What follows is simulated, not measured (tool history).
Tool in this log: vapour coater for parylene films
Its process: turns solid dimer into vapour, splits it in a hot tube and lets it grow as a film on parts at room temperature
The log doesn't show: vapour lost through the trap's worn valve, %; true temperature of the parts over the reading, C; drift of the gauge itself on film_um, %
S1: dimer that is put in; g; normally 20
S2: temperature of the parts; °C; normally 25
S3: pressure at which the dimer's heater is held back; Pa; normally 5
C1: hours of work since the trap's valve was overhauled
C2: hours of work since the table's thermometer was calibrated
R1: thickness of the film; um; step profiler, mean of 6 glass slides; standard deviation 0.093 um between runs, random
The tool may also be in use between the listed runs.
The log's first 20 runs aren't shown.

{"run": 21, "hour": 343.6, "S1": 27, "S2": 25, "S3": 5, "C1": 167, "C2": 650, "R1": 14.16}
{"run": 22, "hour": 364.3, "S1": 10, "S2": 25, "S3": 5, "C1": 178, "C2": 661, "R1": 5.32}
{"run": 23, "hour": 385.6, "S1": 20, "S2": 25, "S3": 5, "C1": 189, "C2": 672, "R1": 10.2}
{"run": 24, "hour": 400.9, "S1": 20, "S2": 25, "S3": 5, "C1": 197, "C2": 680, "R1": 10.44}
{"run": 25, "hour": 415.7, "S1": 29, "S2": 25, "S3": 2.44, "C1": 205, "C2": 688, "R1": 15.81}
{"run": 26, "hour": 429.1, "S1": 8, "S2": 24, "S3": 6.68, "C1": 212, "C2": 695, "R1": 4.09}
{"run": 27, "hour": 443.2, "S1": 17, "S2": 25, "S3": 5, "C1": 220, "C2": 703, "R1": 8.7}
{"run": 28, "hour": 461.0, "S1": 28, "S2": 33, "S3": 5, "C1": 230, "C2": 713, "R1": 11.09}
{"run": 29, "hour": 471.6, "S1": 28, "S2": 33, "S3": 5, "C1": 235, "C2": 718, "R1": 11.03}
{"run": 30, "hour": 485.6, "S1": 32, "S2": 21, "S3": 5.85, "C1": 243, "C2": 726, "R1": 17.89}

Run 31 comes next. What will it give?
{"run": 31, "hour": 499.4, "S1": 28, "S2": 25, "S3": 5, "C1": 250, "C2": 733, "R1": "?"}

{"run 31": {"R1": 13.93}}
With the hidden condition absent and the run-to-run variation left alone, this run would have shown R1 15.91 um.
